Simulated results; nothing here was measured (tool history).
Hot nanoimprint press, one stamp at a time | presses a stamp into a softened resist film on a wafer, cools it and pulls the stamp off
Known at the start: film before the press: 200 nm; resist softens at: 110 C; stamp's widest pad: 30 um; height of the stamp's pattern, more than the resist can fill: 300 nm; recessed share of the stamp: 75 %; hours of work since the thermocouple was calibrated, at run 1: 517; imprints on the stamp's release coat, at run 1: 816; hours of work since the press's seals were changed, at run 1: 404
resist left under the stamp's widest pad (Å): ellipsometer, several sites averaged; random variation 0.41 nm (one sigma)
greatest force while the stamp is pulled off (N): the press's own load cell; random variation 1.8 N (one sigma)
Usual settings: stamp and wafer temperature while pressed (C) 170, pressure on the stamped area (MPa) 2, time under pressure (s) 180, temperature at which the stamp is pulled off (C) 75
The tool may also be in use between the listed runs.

| run | hour | stamp and wafer temperature while pressed (C) | pressure on the stamped area (MPa) | time under pressure (s) | temperature at which the stamp is pulled off (C) | hours of work since the thermocouple was calibrated | imprints on the stamp's release coat | hours of work since the press's seals were changed | resist left under the stamp's widest pad (Å) | greatest force while the stamp is pulled off (N) |
|---|---|---|---|---|---|---|---|---|---|---|
| 1 | 0 | 170 | 2 | 180 | 75 | 517 | 816 | 404 | 866 | 117 |
| 2 | 26 | 170 | 2 | 180 | 75 | 530 | 886 | 417 | 849 | 116 |
| 3 | 85.2 | 170 | 2 | 180 | 75 | 560 | 1045 | 447 | 869 | 122 |
| 4 | 120.6 | 170 | 2 | 180 | 75 | 578 | 1139 | 465 | 862 | 121 |
|  | 167.5 | plate thermocouple calibrated |
| 5 | 167.5 | 170 | 2 | 180 | 75 | 0 | 1257 | 487 | 800 | 121 |
| 6 | 202.4 | 170 | 2 | 180 | 75 | 18 | 1351 | 505 | 802 | 125 |
| 7 | 227.7 | 170 | 1.58 | 180 | 75 | 30 | 1419 | 517 | 894 | 126 |
| 8 | 262.6 | 175 | 2 | 180 | 75 | 48 | 1512 | 535 | 683 | 127 |
|  | 298.1 | stamp cleaned and given a new release coat |
| 9 | 325.8 | 175 | 2 | 90 | 75 | 77 | 75 | 564 | 894 | 99 |
| 10 | 370.2 | 170 | 2 | 272 | 75 | 100 | 193 | 586 | 691 | 99 |
| 11 | 402.3 | 170 | 2.2 | 272 | 75 | 116 | 279 | 603 | 655 | 105 |
| 12 | 449.6 | 170 | 2.2 | 272 | 75 | 140 | 406 | 627 | 660 | 106 |
| 13 | 498.4 | 170 | 2.2 | 272 | 75 | 164 | 537 | 651 | 660 | 109 |
| 14 | 553.9 | 170 | 2 | 180 | 75 | 193 | 686 | 680 | 825 | 113 |
|  | 611 | press's hydraulic seals changed and the load cell set to zero |
| 15 | 614.9 | 170 | 2 | 180 | 78 | 219 | 828 | 2 | 806 | 112 |
| 16 | 640.1 | 173 | 1.95 | 180 | 81 | 232 | 896 | 15 | 736 | 112 |
| 17 | 679.5 | 173 | 1.73 | 180 | 81 | 252 | 1001 | 35 | 775 | 114 |
| 18 | 711.2 | 175 | 2.14 | 90 | 81 | 268 | 1086 | 51 | 871 | 120 |
| 19 | 763.2 | 174 | 1.79 | 185 | 77 | 294 | 1226 | 77 | 744 | 123 |
| 20 | 789 | 174 | 1.79 | 185 | 77 | 308 | 1295 | 90 | 741 | 121 |
| 21 | 833.9 | 173 | 2.42 | 236 | 76 | 330 | 1415 | 113 | 604 | 129 |
| 22 | 861.8 | 173 | 2.42 | 236 | 76 | 344 | 1490 | 127 | 609 | 129 |
|  | 908 | stamp cleaned and given a new release coat |
| 23 | 917.5 | 182 | 2 | 180 | 81 | 370 | 25 | 152 | 565 | 95 |
| 24 | 944.9 | 170 | 2 | 197 | 70 | 383 | 99 | 166 | 795 | 108 |
| 25 | 972.4 | 170 | 2 | 197 | 61 | 397 | 172 | 180 | 796 | 117 |
| 26 | 1009.9 | 164 | 1.82 | 180 | 75 | 416 | 273 | 199 | 1052 | 108 |
| 27 | 1067.6 | 164 | 1.82 | 180 | 76 | 446 | 428 | 228 | 1058 | 106 |
| 28 | 1120.9 | 169 | 1.82 | 166 | 76 | 472 | 571 | 255 | 936 | 116 |

Run 29 comes next. What will it give?
| 29 | 1146.2 | 170 | 2 | 180 | 73 | 485 | 639 | 268 | ? | ? |

Run 29 gave resist left under the stamp's widest pad (Å) 848, greatest force while the stamp is pulled off (N) 116.
Without the tool's hidden state the same run would have given resist left under the stamp's widest pad (Å) 796, greatest force while the stamp is pulled off (N) 101.
